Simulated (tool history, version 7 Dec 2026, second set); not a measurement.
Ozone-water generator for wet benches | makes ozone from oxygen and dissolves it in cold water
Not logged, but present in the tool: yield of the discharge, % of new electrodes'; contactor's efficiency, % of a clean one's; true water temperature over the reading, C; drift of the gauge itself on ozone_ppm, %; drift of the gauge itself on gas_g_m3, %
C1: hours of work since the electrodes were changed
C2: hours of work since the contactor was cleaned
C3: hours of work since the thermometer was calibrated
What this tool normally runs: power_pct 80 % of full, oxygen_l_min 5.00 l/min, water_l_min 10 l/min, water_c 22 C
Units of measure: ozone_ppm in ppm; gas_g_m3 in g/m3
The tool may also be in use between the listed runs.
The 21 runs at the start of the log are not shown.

Run 22, hour 1528.2: usual settings but power_pct 47 % of full, oxygen_l_min 4.78 l/min, water_l_min 12 l/min; C1 2841; C2 1150; C3 2135. Result: ozone_ppm 11.8 ppm, gas_g_m3 112.4 g/m3.
Run 23, hour 1586.5: usual settings but power_pct 47 % of full, oxygen_l_min 7.06 l/min, water_l_min 7 l/min, water_c 24 C; C1 2877; C2 1186; C3 2171. Result: ozone_ppm 15.0 ppm, gas_g_m3 91.4 g/m3.
Run 24, hour 1675.4: usual settings but power_pct 67 % of full, oxygen_l_min 7.06 l/min, water_l_min 12 l/min, water_c 24 C; C1 2932; C2 1241; C3 2226. Result: ozone_ppm 13.1 ppm, gas_g_m3 113.4 g/m3.
Run 25, hour 1744.2: usual settings but power_pct 67 % of full, oxygen_l_min 7.06 l/min, water_l_min 12 l/min, water_c 24 C; C1 2974; C2 1284; C3 2268. Result: ozone_ppm 13.5 ppm, gas_g_m3 114.7 g/m3.
Run 26, hour 1793.4: usual settings but power_pct 54 % of full, oxygen_l_min 2.81 l/min, water_l_min 12 l/min; C1 3005; C2 1314; C3 2299. Result: ozone_ppm 13.2 ppm, gas_g_m3 160.3 g/m3.
Run 27, hour 1834.5: usual settings but power_pct 89 % of full, oxygen_l_min 2.85 l/min, water_l_min 9 l/min, water_c 24 C; C1 3030; C2 1340; C3 2324. Result: ozone_ppm 22.7 ppm, gas_g_m3 219.5 g/m3.
Run 28, hour 1913.6: usual settings but power_pct 47 % of full, oxygen_l_min 7.12 l/min, water_l_min 9 l/min, water_c 18 C; C1 3079; C2 1389; C3 2373. Result: ozone_ppm 14.8 ppm, gas_g_m3 90.0 g/m3.
Run 29, hour 1971.1: usual settings but power_pct 47 % of full, oxygen_l_min 7.12 l/min, water_l_min 9 l/min, water_c 18 C; C1 3115; C2 1424; C3 2409. Result: ozone_ppm 14.6 ppm, gas_g_m3 91.7 g/m3.
Run 30, hour 2018.7: usual settings but oxygen_l_min 5.20 l/min, water_l_min 7 l/min; C1 3144; C2 1454; C3 2438. Result: ozone_ppm 24.0 ppm, gas_g_m3 148.3 g/m3.
Run 31, hour 2090.0: usual settings but power_pct 68 % of full, oxygen_l_min 6.72 l/min; C1 3188; C2 1498; C3 2482. Result: ozone_ppm 16.4 ppm, gas_g_m3 117.9 g/m3.
Run 32, hour 2157.8: usual settings but power_pct 68 % of full, oxygen_l_min 6.72 l/min; C1 3230; C2 1540; C3 2524. Result: ozone_ppm 15.9 ppm, gas_g_m3 119.6 g/m3.

Here are 3 independent what-if runs from the current tool condition. What would each one return?
Run A, hour 2216.3: usual settings but power_pct 68 % of full; C1 3267; C2 1576; C3 2560. Result: ozone_ppm ?, gas_g_m3 ?.
Run B, hour 2216.3: usual settings but power_pct 87 % of full, oxygen_l_min 6.72 l/min, water_l_min 7 l/min, water_c 15 C; C1 3267; C2 1576; C3 2560. Result: ozone_ppm ?, gas_g_m3 ?.
Run C, hour 2216.3: usual settings but power_pct 56 % of full, water_l_min 14 l/min, water_c 20 C; C1 3267; C2 1576; C3 2560. Result: ozone_ppm ?, gas_g_m3 ?.

run  ozone_ppm  gas_g_m3
  A       16.9     137.4
  B       27.7     139.7
  C       12.0     120.7
With the hidden condition removed and each run's random variation left untouched, the same runs would have given:
run  ozone_ppm  gas_g_m3
  A       17.9     142.7
  B       29.6     145.9
  C       12.7     124.7
